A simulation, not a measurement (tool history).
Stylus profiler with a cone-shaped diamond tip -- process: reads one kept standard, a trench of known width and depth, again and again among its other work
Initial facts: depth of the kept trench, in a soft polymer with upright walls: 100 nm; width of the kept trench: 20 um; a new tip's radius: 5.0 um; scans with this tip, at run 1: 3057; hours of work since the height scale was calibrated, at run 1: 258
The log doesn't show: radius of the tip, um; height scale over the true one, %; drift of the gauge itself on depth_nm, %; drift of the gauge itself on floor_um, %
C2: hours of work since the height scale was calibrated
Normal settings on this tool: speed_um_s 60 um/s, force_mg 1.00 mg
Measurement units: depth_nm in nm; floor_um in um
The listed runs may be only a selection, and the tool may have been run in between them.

Run 1, day 0.000: usual settings; scans with this tip 3057; C2 258. Result: depth_nm 100.84 nm, floor_um 17.38 um.
Run 2, day 2.162: usual settings; scans with this tip 3379; C2 285. Result: depth_nm 100.85 nm, floor_um 17.35 um.
Run 3, day 3.908: usual settings but speed_um_s 28 um/s; scans with this tip 3640; C2 307. Result: depth_nm 100.82 nm, floor_um 17.40 um.
Run 4, day 6.242: usual settings but force_mg 1.72 mg; scans with this tip 3988; C2 336. Result: depth_nm 101.18 nm, floor_um 17.34 um.
Run 5, day 8.521: usual settings but force_mg 0.48 mg; scans with this tip 4328; C2 365. Result: depth_nm 100.53 nm, floor_um 17.14 um.
Run 6, day 11.117: usual settings but force_mg 0.48 mg; scans with this tip 4715; C2 397. Result: depth_nm 100.50 nm, floor_um 17.01 um.
Run 7, day 13.333: usual settings but force_mg 0.78 mg; scans with this tip 5045; C2 425. Result: depth_nm 100.74 nm, floor_um 17.14 um.
Run 8, day 14.875: usual settings; scans with this tip 5275; C2 445. Result: depth_nm 100.84 nm, floor_um 17.13 um.
Run 9, day 17.308: usual settings; scans with this tip 5638; C2 475. Result: depth_nm 100.86 nm, floor_um 17.08 um.
Run 10, day 19.758: usual settings but force_mg 0.40 mg; scans with this tip 6003; C2 506. Result: depth_nm 100.48 nm, floor_um 16.89 um.
Run 11, day 21.888: usual settings but speed_um_s 35 um/s; scans with this tip 6321; C2 533. Result: depth_nm 100.88 nm, floor_um 17.13 um.
Run 12, day 23.442: usual settings but speed_um_s 35 um/s; scans with this tip 6552; C2 552. Result: depth_nm 100.83 nm, floor_um 17.09 um.
Run 13, day 25.912: usual settings; scans with this tip 6921; C2 583. Result: depth_nm 100.87 nm, floor_um 16.94 um.
Run 14, day 28.146: usual settings; scans with this tip 7254; C2 612. Result: depth_nm 100.88 nm, floor_um 16.92 um.
Run 15, day 30.883: usual settings; scans with this tip 7662; C2 646. Result: depth_nm 100.89 nm, floor_um 16.89 um.
Run 16, day 33.196: usual settings; scans with this tip 8007; C2 675. Result: depth_nm 100.86 nm, floor_um 16.80 um.
Run 17, day 34.971: usual settings; scans with this tip 8271; C2 697. Result: depth_nm 100.88 nm, floor_um 16.88 um.
Run 18, day 37.179: usual settings; scans with this tip 8601; C2 725. Result: depth_nm 100.85 nm, floor_um 16.83 um.
Run 19, day 39.429: usual settings; scans with this tip 8936; C2 753. Result: depth_nm 100.87 nm, floor_um 16.73 um.
Run 20, day 42.429: usual settings; scans with this tip 9383; C2 791. Result: depth_nm 100.86 nm, floor_um 16.72 um.
Run 21, day 44.633: usual settings; scans with this tip 9712; C2 819. Result: depth_nm 100.91 nm, floor_um 16.72 um.
Run 22, day 46.979: usual settings; scans with this tip 10062; C2 848. Result: depth_nm 100.92 nm, floor_um 16.69 um.
Run 23, day 48.767: usual settings but speed_um_s 21 um/s, force_mg 0.67 mg; scans with this tip 10329; C2 871. Result: depth_nm 100.71 nm, floor_um 16.75 um.
Run 24, day 50.308: usual settings but speed_um_s 180 um/s, force_mg 0.67 mg; scans with this tip 10558; C2 890. Result: depth_nm 100.74 nm, floor_um 16.06 um.
Run 25, day 53.458: usual settings but speed_um_s 23 um/s, force_mg 2.44 mg; scans with this tip 11028; C2 930. Result: depth_nm 101.54 nm, floor_um 16.75 um.
Run 26, day 55.996: usual settings but speed_um_s 23 um/s, force_mg 0.43 mg; scans with this tip 11406; C2 962. Result: depth_nm 100.60 nm, floor_um 16.60 um.
Run 27, day 58.562: usual settings but speed_um_s 174 um/s, force_mg 0.41 mg; scans with this tip 11789; C2 994. Result: depth_nm 100.57 nm, floor_um 15.82 um.
Run 28, day 61.783: usual settings but speed_um_s 202 um/s, force_mg 0.76 mg; scans with this tip 12269; C2 1034. Result: depth_nm 100.80 nm, floor_um 15.92 um.
Run 29, day 64.200: usual settings but speed_um_s 202 um/s, force_mg 0.76 mg; scans with this tip 12629; C2 1065. Result: depth_nm 100.83 nm, floor_um 15.84 um.
At day 65.646: height scale calibrated on a step standard.
Run 30, day 66.800: usual settings but speed_um_s 57 um/s, force_mg 1.79 mg; scans with this tip 13014; C2 14. Result: depth_nm 101.33 nm, floor_um 16.49 um.
Run 31, day 69.192: usual settings but speed_um_s 27 um/s, force_mg 0.95 mg; scans with this tip 13371; C2 45. Result: depth_nm 100.96 nm, floor_um 16.45 um.
Run 32, day 71.338: usual settings but speed_um_s 23 um/s, force_mg 0.39 mg; scans with this tip 13691; C2 72. Result: depth_nm 100.60 nm, floor_um 16.42 um.
Run 33, day 73.183: usual settings but speed_um_s 23 um/s, force_mg 0.39 mg; scans with this tip 13966; C2 95. Result: depth_nm 100.62 nm, floor_um 16.40 um.
Run 34, day 74.612: usual settings but speed_um_s 23 um/s, force_mg 0.39 mg; scans with this tip 14179; C2 113. Result: depth_nm 100.60 nm, floor_um 16.37 um.
Run 35, day 77.354: usual settings but force_mg 0.65 mg; scans with this tip 14588; C2 147. Result: depth_nm 100.79 nm, floor_um 16.22 um.
Run 36, day 78.971: usual settings but force_mg 0.65 mg; scans with this tip 14829; C2 167. Result: depth_nm 100.82 nm, floor_um 16.24 um.
Run 37, day 80.412: usual settings but speed_um_s 21 um/s, force_mg 1.75 mg; scans with this tip 15044; C2 186. Result: depth_nm 101.37 nm, floor_um 16.37 um.
Run 38, day 81.808: usual settings but speed_um_s 158 um/s, force_mg 1.75 mg; scans with this tip 15252; C2 203. Result: depth_nm 101.35 nm, floor_um 16.03 um.
At day 82.271: height scale calibrated on a step standard, once more.
Run 39, day 83.762: usual settings but speed_um_s 33 um/s, force_mg 0.90 mg; scans with this tip 15540; C2 19. Result: depth_nm 100.73 nm, floor_um 16.31 um.
At day 85.900: new tip fitted, height scale calibrated.
Run 40, day 86.521: usual settings but speed_um_s 81 um/s, force_mg 1.33 mg; scans with this tip 93; C2 8. Result: depth_nm 100.94 nm, floor_um 17.72 um.
Run 41, day 88.104: usual settings but speed_um_s 235 um/s, force_mg 0.84 mg; scans with this tip 329; C2 28. Result: depth_nm 100.72 nm, floor_um 17.07 um.
Run 42, day 90.046: usual settings but speed_um_s 33 um/s, force_mg 2.55 mg; scans with this tip 619; C2 52. Result: depth_nm 101.47 nm, floor_um 17.90 um.
Run 43, day 91.900: usual settings but force_mg 0.45 mg; scans with this tip 895; C2 75. Result: depth_nm 100.45 nm, floor_um 17.56 um.
Run 44, day 93.854: usual settings but force_mg 0.45 mg; scans with this tip 1186; C2 100. Result: depth_nm 100.48 nm, floor_um 17.57 um.

For each entry between runs, how does the tool's hidden state at the last listed run before it compare with that at the first listed run after it?
Run 29 -> run 30: height scale calibrated on a step standard (day 65.646)
  radius of the tip, um: 14.06 -> 14.34; height scale over the true one, %: 0.142 -> 0.18
  difference, measured minus the result without the unlogged condition, depth_nm: +0.15 -> +0.18 nm; floor_um: -1.36 -> -1.39 um
Run 38 -> run 39: height scale calibrated on a step standard, once more (day 82.271)
  radius of the tip, um: 15.89 -> 16.09; height scale over the true one, %: 0.204 -> 0.001
  difference, measured minus the result without the unlogged condition, depth_nm: +0.21 -> +0.00 nm; floor_um: -1.57 -> -1.59 um
Run 39 -> run 40: new tip fitted, height scale calibrated (day 85.900)
  radius of the tip, um: 16.09 -> 5.13; height scale over the true one, %: 0.001 -> -0.008
  difference, measured minus the result without the unlogged condition, depth_nm: +0.00 -> -0.01 nm; floor_um: -1.59 -> -0.03 um

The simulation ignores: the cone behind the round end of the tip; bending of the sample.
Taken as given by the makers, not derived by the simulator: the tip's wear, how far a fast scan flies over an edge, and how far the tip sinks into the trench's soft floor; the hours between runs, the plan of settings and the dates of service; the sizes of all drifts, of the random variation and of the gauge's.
